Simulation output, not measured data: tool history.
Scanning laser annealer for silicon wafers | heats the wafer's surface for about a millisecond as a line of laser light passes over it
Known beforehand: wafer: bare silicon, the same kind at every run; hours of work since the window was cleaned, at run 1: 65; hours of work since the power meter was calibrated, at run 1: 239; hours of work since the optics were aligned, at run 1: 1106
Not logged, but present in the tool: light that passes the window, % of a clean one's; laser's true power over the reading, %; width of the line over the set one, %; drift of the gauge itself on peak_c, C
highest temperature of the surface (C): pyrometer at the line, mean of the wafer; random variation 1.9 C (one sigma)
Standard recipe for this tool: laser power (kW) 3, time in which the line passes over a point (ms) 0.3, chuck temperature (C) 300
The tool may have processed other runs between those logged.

run,day,laser power (kW),time in which the line passes over a point (ms),chuck temperature (C),hours of work since the window was cleaned,hours of work since the power meter was calibrated,hours of work since the optics were aligned,highest temperature of the surface (C)
1,0,3,0.3,300,65,239,1106,1077
2,2.708,3,0.3,300,95,269,1136,1070
3,6.171,3,0.228,300,134,308,1175,976
# day 6.65: optics aligned, line set to its width
4,10.317,3,0.228,300,178,352,41,985
5,12.621,3,0.228,300,204,377,67,983
6,15.496,3,0.228,300,236,409,99,980
7,18.942,3,0.228,300,274,448,137,978
8,21.779,2.659,0.228,300,306,479,169,892
9,23.754,3,0.369,300,328,501,191,1144
10,26.471,3,0.369,300,358,532,221,1140
11,29.579,3,0.3,300,392,566,256,1064
12,31.721,3,0.3,300,416,590,279,1063
# day 32.046: window over the wafer cleaned
13,35.046,3,0.3,300,33,626,316,1044
14,37.575,3,0.3,300,62,654,344,1045
15,40.758,2.899,0.3,300,97,690,379,1014
16,43.471,2.899,0.3,300,127,720,409,1012
17,45.175,2.899,0.3,300,146,739,428,1016
18,46.883,3,0.3,299,165,758,447,1040
19,49.612,3,0.3,300,196,789,478,1038
20,52.8,2.981,0.3,297,231,824,513,1030
21,54.754,2.775,0.247,278,253,846,535,897
# day 55.596: window over the wafer cleaned, once more
22,56.742,3.004,0.3,301,13,867,556,1076
23,60,2.744,0.29,281,49,903,593,977
24,61.8,2.658,0.344,325,69,924,613,1052
25,65.775,2.658,0.344,325,113,968,657,1049
26,67.504,3,0.268,300,133,987,676,1031
27,70.288,2.886,0.299,301,164,1018,707,1037
28,72.275,2.886,0.299,301,186,1040,729,1036
29,75.367,2.886,0.299,301,220,1075,764,1035
30,78.296,3.242,0.22,266,253,1107,797,983
31,80.625,3,0.3,270,279,1133,823,1033
32,82.5,3,0.3,270,300,1154,843,1033
33,84.342,3,0.3,270,320,1175,864,1031
34,88.404,3,0.3,270,366,1220,909,1028
35,91.029,2.674,0.3,269,395,1249,939,941
36,93.479,3.013,0.28,300,422,1277,966,1035
37,96.571,3.271,0.232,265,457,1311,1000,1000
38,99.517,3.258,0.3,325,489,1344,1033,1146

Results per run with the tool's hidden condition removed, run-to-run variation unchanged:
run,highest temperature of the surface (C)
1,1091
2,1086
3,992
4,997
5,995
6,994
7,994
8,907
9,1167
10,1166
11,1088
12,1088
13,1085
14,1088
15,1057
16,1057
17,1061
18,1088
19,1088
20,1082
21,941
22,1086
23,987
24,1064
25,1064
26,1046
27,1054
28,1054
29,1055
30,1005
31,1057
32,1058
33,1057
34,1057
35,968
36,1066
37,1032
38,1185
